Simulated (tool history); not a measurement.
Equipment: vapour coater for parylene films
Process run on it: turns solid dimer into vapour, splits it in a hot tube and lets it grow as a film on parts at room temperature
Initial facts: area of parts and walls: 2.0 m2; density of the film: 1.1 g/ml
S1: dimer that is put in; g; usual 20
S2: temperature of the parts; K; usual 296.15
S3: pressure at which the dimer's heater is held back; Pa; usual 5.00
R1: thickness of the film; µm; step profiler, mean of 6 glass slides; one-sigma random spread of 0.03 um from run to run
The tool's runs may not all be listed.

Run 1, hour 0.0: usual settings. Result: R1 4.62 µm.
Run 2, hour 18.2: usual settings but S1 10 g. Result: R1 2.31 µm.
Run 3, hour 51.4: usual settings but S1 10 g. Result: R1 2.29 µm.
Run 4, hour 78.4: usual settings but S1 10 g. Result: R1 2.26 µm.
Run 5, hour 118.8: usual settings but S2 291.15 K. Result: R1 5.60 µm.
Run 6, hour 150.2: usual settings but S2 291.15 K. Result: R1 5.58 µm.
At hour 178.8: trap's valve overhauled.
Run 7, hour 193.4: usual settings but S2 291.15 K. Result: R1 6.03 µm.
Run 8, hour 218.4: usual settings but S3 2.33 Pa. Result: R1 5.35 µm.
Run 9, hour 236.0: usual settings but S1 9 g, S3 2.72 Pa. Result: R1 2.33 µm.
Run 10, hour 263.8: usual settings but S1 8 g, S3 7.95 Pa. Result: R1 1.85 µm.
At hour 298.5: table's thermometer calibrated.
Run 11, hour 298.5: usual settings but S1 8 g, S3 7.95 Pa. Result: R1 1.76 µm.
Run 12, hour 322.4: usual settings but S1 8 g, S3 7.95 Pa. Result: R1 1.76 µm.
Run 13, hour 349.8: usual settings but S1 8 g, S3 7.95 Pa. Result: R1 1.75 µm.

Expected results for the next run?
Run 14, hour 377.9: usual settings but S1 23 g. Result: R1 ?.

Run 14 yielded R1 5.25 µm.
Take away the tool's hidden state, keep the run-to-run variation as it was, and the same run would have given R1 5.50 µm.
